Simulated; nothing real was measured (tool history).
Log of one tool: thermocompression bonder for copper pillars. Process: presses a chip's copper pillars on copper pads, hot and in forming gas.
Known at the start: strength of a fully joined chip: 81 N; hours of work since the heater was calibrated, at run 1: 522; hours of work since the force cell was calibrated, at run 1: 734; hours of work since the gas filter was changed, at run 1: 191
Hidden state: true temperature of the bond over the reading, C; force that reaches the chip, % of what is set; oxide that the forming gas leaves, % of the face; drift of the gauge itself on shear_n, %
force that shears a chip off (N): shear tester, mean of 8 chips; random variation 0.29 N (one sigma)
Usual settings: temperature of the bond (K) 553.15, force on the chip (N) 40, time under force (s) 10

run,hour,temperature of the bond (K),force on the chip (N),time under force (s),hours of work since the heater was calibrated,hours of work since the force cell was calibrated,hours of work since the gas filter was changed,force that shears a chip off (N)
1,0,553.15,40,10,522,734,191,29.3
2,17.1,553.15,38,10,536,748,205,27.9
3,29.9,553.15,38,10,546,758,215,28
4,53.6,553.15,32,10,565,777,234,24.1
5,67.1,553.15,32,10,575,787,244,24.8
6,78.7,553.15,32,10,584,796,253,24.8
7,100.4,531.15,40,10,601,813,270,19.4
8,113.1,531.15,40,10,611,823,280,19.7
9,127,531.15,40,10,622,834,291,20
10,147.1,553.15,40,10,638,850,307,28.6
11,169.1,553.15,37,10,655,867,324,27.5
12,192.1,553.15,37,7,673,885,342,23
13,202.7,553.15,33,7,682,894,351,21.2
14,225.8,553.15,33,7,700,912,369,22.1
# hour 229.2: forming gas filter changed
15,250.9,553.15,33,7,719,931,17,21.3
16,268.4,553.15,40,10,733,945,31,28.6
17,288.2,553.15,40,10,749,961,46,28.8
18,301.4,553.15,40,10,759,971,57,29.3
19,324.2,553.15,40,10,777,989,75,29.1
20,336.7,580.15,39,6,787,999,84,34.5
21,360.3,580.15,39,6,805,1017,103,35
22,374.6,553.15,38,22,817,1029,114,38
23,387.6,530.15,38,28,827,1039,125,28.2
24,412.5,559.15,28,15,846,1058,144,28.9
25,433.9,559.15,28,15,863,1075,161,29.7
26,450.8,556.15,28,10,876,1088,174,23.9
27,461.7,556.15,59,6,885,1097,183,32.8
28,481.3,530.15,35,25,900,1112,198,25.9
29,502.3,530.15,35,25,917,1129,215,25.7
30,522.5,553.15,34,10,933,1145,231,25.5
31,543.2,575.15,37,6,949,1161,247,31.9
32,562.2,575.15,37,6,964,1176,262,31.7
33,580.9,575.15,31,13,979,1191,276,36.7
34,593.8,571.15,40,7,989,1201,287,33.1

How the hidden state differs across the entries between the runs, from the last listed run before each to the first after it:
Between runs 14 and 15: forming gas filter changed (hour 229.2)
  oxide that the forming gas leaves, % of the face: 0.73 -> 0.51

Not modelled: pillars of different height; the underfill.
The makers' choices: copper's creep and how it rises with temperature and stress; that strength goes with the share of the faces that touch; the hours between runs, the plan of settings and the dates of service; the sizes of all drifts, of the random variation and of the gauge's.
